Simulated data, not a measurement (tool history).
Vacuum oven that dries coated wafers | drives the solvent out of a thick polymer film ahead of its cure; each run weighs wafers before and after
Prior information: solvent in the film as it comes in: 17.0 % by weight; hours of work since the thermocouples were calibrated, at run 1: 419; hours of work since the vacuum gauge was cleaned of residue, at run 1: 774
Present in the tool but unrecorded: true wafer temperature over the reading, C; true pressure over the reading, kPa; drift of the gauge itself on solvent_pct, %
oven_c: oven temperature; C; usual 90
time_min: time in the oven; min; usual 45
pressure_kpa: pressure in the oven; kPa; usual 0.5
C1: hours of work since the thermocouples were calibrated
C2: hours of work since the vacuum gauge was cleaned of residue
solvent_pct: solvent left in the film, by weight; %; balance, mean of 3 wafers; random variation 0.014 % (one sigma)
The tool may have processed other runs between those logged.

run 1 hour=0 | oven_c=90 time_min=45 pressure_kpa=0.5 | C1=419 C2=774 | solvent_pct=0.8
run 2 hour=53.8 | oven_c=90 time_min=45 pressure_kpa=0.5 | C1=443 C2=798 | solvent_pct=0.8
run 3 hour=107.1 | oven_c=90 time_min=45 pressure_kpa=0.718 | C1=467 C2=822 | solvent_pct=0.86
run 4 hour=162.3 | oven_c=90 time_min=45 pressure_kpa=1.41 | C1=491 C2=846 | solvent_pct=1.08
run 5 hour=218.9 | oven_c=90 time_min=55 pressure_kpa=0.5 | C1=516 C2=871 | solvent_pct=0.47
run 6 hour=251.6 | oven_c=90 time_min=45 pressure_kpa=0.935 | C1=531 C2=886 | solvent_pct=0.94
run 7 hour=314.8 | oven_c=90 time_min=45 pressure_kpa=0.935 | C1=559 C2=914 | solvent_pct=0.92
run 8 hour=365.4 | oven_c=90 time_min=45 pressure_kpa=0.5 | C1=581 C2=936 | solvent_pct=0.8
run 9 hour=442.3 | oven_c=90 time_min=45 pressure_kpa=0.5 | C1=615 C2=970 | solvent_pct=0.81
run 10 hour=504.9 | oven_c=90 time_min=45 pressure_kpa=0.5 | C1=643 C2=998 | solvent_pct=0.79
run 11 hour=541 | oven_c=90 time_min=45 pressure_kpa=0.5 | C1=659 C2=1014 | solvent_pct=0.79
run 12 hour=604.9 | oven_c=90 time_min=45 pressure_kpa=0.5 | C1=687 C2=1042 | solvent_pct=0.81
run 13 hour=653 | oven_c=90 time_min=45 pressure_kpa=0.5 | C1=708 C2=1063 | solvent_pct=0.81
run 14 hour=721.1 | oven_c=87 time_min=30 pressure_kpa=1.971 | C1=739 C2=1093 | solvent_pct=3.12
run 15 hour=794.3 | oven_c=97 time_min=45 pressure_kpa=0.5 | C1=771 C2=1126 | solvent_pct=0.27
run 16 hour=859.9 | oven_c=97 time_min=45 pressure_kpa=0.5 | C1=800 C2=1155 | solvent_pct=0.26
run 17 hour=892 | oven_c=90 time_min=38 pressure_kpa=0.905 | C1=814 C2=1169 | solvent_pct=1.29
run 18 hour=950.3 | oven_c=90 time_min=38 pressure_kpa=0.905 | C1=840 C2=1195 | solvent_pct=1.31
run 19 hour=985.1 | oven_c=90 time_min=38 pressure_kpa=0.905 | C1=855 C2=1210 | solvent_pct=1.33
run 20 hour=1049 | oven_c=103 time_min=45 pressure_kpa=0.5 | C1=884 C2=1239 | solvent_pct=0.15
run 21 hour=1083.5 | oven_c=77 time_min=78 pressure_kpa=0.351 | C1=899 C2=1254 | solvent_pct=1.46
run 22 hour=1119 | oven_c=88 time_min=33 pressure_kpa=0.534 | C1=915 C2=1270 | solvent_pct=2.04
run 23 hour=1166.8 | oven_c=79 time_min=33 pressure_kpa=0.534 | C1=936 C2=1291 | solvent_pct=4.6
run 24 hour=1231.1 | oven_c=90 time_min=68 pressure_kpa=0.5 | C1=964 C2=1319 | solvent_pct=0.3
run 25 hour=1268.3 | oven_c=90 time_min=68 pressure_kpa=0.5 | C1=981 C2=1336 | solvent_pct=0.28

Predict each of these 5 candidate next runs independently; none follows another, all start after run 25:
run A hour=1343 | oven_c=98 time_min=59 pressure_kpa=0.81 | C1=1014 C2=1369 | solvent_pct=?
run B hour=1343 | oven_c=96 time_min=62 pressure_kpa=0.629 | C1=1014 C2=1369 | solvent_pct=?
run C hour=1343 | oven_c=90 time_min=68 pressure_kpa=0.504 | C1=1014 C2=1369 | solvent_pct=?
run D hour=1343 | oven_c=78 time_min=51 pressure_kpa=0.429 | C1=1014 C2=1369 | solvent_pct=?
run E hour=1343 | oven_c=94 time_min=30 pressure_kpa=0.5 | C1=1014 C2=1369 | solvent_pct=?

run=A solvent_pct=0.22
run=B solvent_pct=0.21
run=C solvent_pct=0.31
run=D solvent_pct=2.79
run=E solvent_pct=1.18
Without the tool's unlogged condition, the same runs would have read:
run=A solvent_pct=0.22
run=B solvent_pct=0.2
run=C solvent_pct=0.31
run=D solvent_pct=2.79
run=E solvent_pct=1.18

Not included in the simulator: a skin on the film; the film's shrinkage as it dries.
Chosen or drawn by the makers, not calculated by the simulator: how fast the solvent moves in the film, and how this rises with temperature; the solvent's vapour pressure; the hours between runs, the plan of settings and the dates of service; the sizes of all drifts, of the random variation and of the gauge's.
